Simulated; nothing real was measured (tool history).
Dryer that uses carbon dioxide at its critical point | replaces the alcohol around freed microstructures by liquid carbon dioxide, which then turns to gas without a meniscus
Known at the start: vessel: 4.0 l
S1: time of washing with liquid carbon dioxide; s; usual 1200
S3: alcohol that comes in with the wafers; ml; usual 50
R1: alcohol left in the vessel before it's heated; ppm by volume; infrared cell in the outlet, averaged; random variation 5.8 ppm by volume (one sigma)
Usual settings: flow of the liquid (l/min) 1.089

run 1 hour=0.0 | S1=1200 flow_of_the_liquid_(l/min)=1.089 S3=50 | R1=207
run 2 hour=10.7 | S1=1200 flow_of_the_liquid_(l/min)=1.089 S3=50 | R1=216
run 3 hour=27.2 | S1=1200 flow_of_the_liquid_(l/min)=1.089 S3=50 | R1=235
run 4 hour=41.4 | S1=1200 flow_of_the_liquid_(l/min)=1.089 S3=50 | R1=236
run 5 hour=59.5 | S1=1200 flow_of_the_liquid_(l/min)=1.089 S3=50 | R1=239
run 6 hour=67.4 | S1=1200 flow_of_the_liquid_(l/min)=1.089 S3=50 | R1=245
run 7 hour=83.0 | S1=1200 flow_of_the_liquid_(l/min)=1.089 S3=50 | R1=254
run 8 hour=101.8 | S1=1200 flow_of_the_liquid_(l/min)=1.089 S3=50 | R1=261
run 9 hour=114.9 | S1=1200 flow_of_the_liquid_(l/min)=1.089 S3=50 | R1=277
run 10 hour=126.6 | S1=1200 flow_of_the_liquid_(l/min)=1.089 S3=50 | R1=288
run 11 hour=136.7 | S1=1200 flow_of_the_liquid_(l/min)=1.089 S3=49 | R1=279
run 12 hour=153.8 | S1=1200 flow_of_the_liquid_(l/min)=0.880 S3=49 | R1=560
run 13 hour=161.6 | S1=1200 flow_of_the_liquid_(l/min)=0.880 S3=49 | R1=565
run 14 hour=180.4 | S1=1200 flow_of_the_liquid_(l/min)=1.089 S3=29 | R1=187
run 15 hour=198.5 | S1=1200 flow_of_the_liquid_(l/min)=1.089 S3=46 | R1=297
run 16 hour=216.6 | S1=1200 flow_of_the_liquid_(l/min)=1.089 S3=43 | R1=290
run 17 hour=232.0 | S1=1200 flow_of_the_liquid_(l/min)=1.089 S3=43 | R1=293
run 18 hour=247.2 | S1=720 flow_of_the_liquid_(l/min)=1.089 S3=43 | R1=1163
run 19 hour=262.6 | S1=720 flow_of_the_liquid_(l/min)=1.089 S3=43 | R1=1224
run 20 hour=276.1 | S1=1200 flow_of_the_liquid_(l/min)=1.290 S3=44 | R1=189
run 21 hour=292.7 | S1=1260 flow_of_the_liquid_(l/min)=0.780 S3=44 | R1=756
run 22 hour=307.0 | S1=1200 flow_of_the_liquid_(l/min)=1.420 S3=118 | R1=337
-- hour=318.2 inlet filter changed
run 23 hour=325.8 | S1=1200 flow_of_the_liquid_(l/min)=1.420 S3=118 | R1=174
run 24 hour=344.1 | S1=1200 flow_of_the_liquid_(l/min)=0.710 S3=118 | R1=1929
run 25 hour=356.4 | S1=1320 flow_of_the_liquid_(l/min)=0.760 S3=22 | R1=269
run 26 hour=373.7 | S1=1320 flow_of_the_liquid_(l/min)=0.760 S3=22 | R1=288
run 27 hour=382.5 | S1=1680 flow_of_the_liquid_(l/min)=1.050 S3=22 | R1=72
run 28 hour=395.9 | S1=1680 flow_of_the_liquid_(l/min)=1.050 S3=22 | R1=75
run 29 hour=411.2 | S1=1680 flow_of_the_liquid_(l/min)=1.050 S3=22 | R1=83
run 30 hour=424.6 | S1=1080 flow_of_the_liquid_(l/min)=1.050 S3=26 | R1=258
run 31 hour=433.4 | S1=1020 flow_of_the_liquid_(l/min)=0.910 S3=50 | R1=779
run 32 hour=442.6 | S1=1020 flow_of_the_liquid_(l/min)=0.910 S3=50 | R1=767
run 33 hour=456.7 | S1=1080 flow_of_the_liquid_(l/min)=1.390 S3=94 | R1=320
run 34 hour=466.5 | S1=1080 flow_of_the_liquid_(l/min)=1.390 S3=94 | R1=321
run 35 hour=482.3 | S1=1080 flow_of_the_liquid_(l/min)=1.390 S3=94 | R1=340

3 ways to go on from here, each from the tool as it stands after run 35. What would each give?
run A hour=497.4 | S1=1200 flow_of_the_liquid_(l/min)=1.089 S3=47 | R1=?
run B hour=497.4 | S1=1200 flow_of_the_liquid_(l/min)=0.790 S3=44 | R1=?
run C hour=497.4 | S1=1140 flow_of_the_liquid_(l/min)=0.670 S3=50 | R1=?

run=A R1=283
run=B R1=685
run=C R1=1297
Without the tool's hidden state the same runs would have given:
run=A R1=168
run=B R1=501
run=C R1=1034

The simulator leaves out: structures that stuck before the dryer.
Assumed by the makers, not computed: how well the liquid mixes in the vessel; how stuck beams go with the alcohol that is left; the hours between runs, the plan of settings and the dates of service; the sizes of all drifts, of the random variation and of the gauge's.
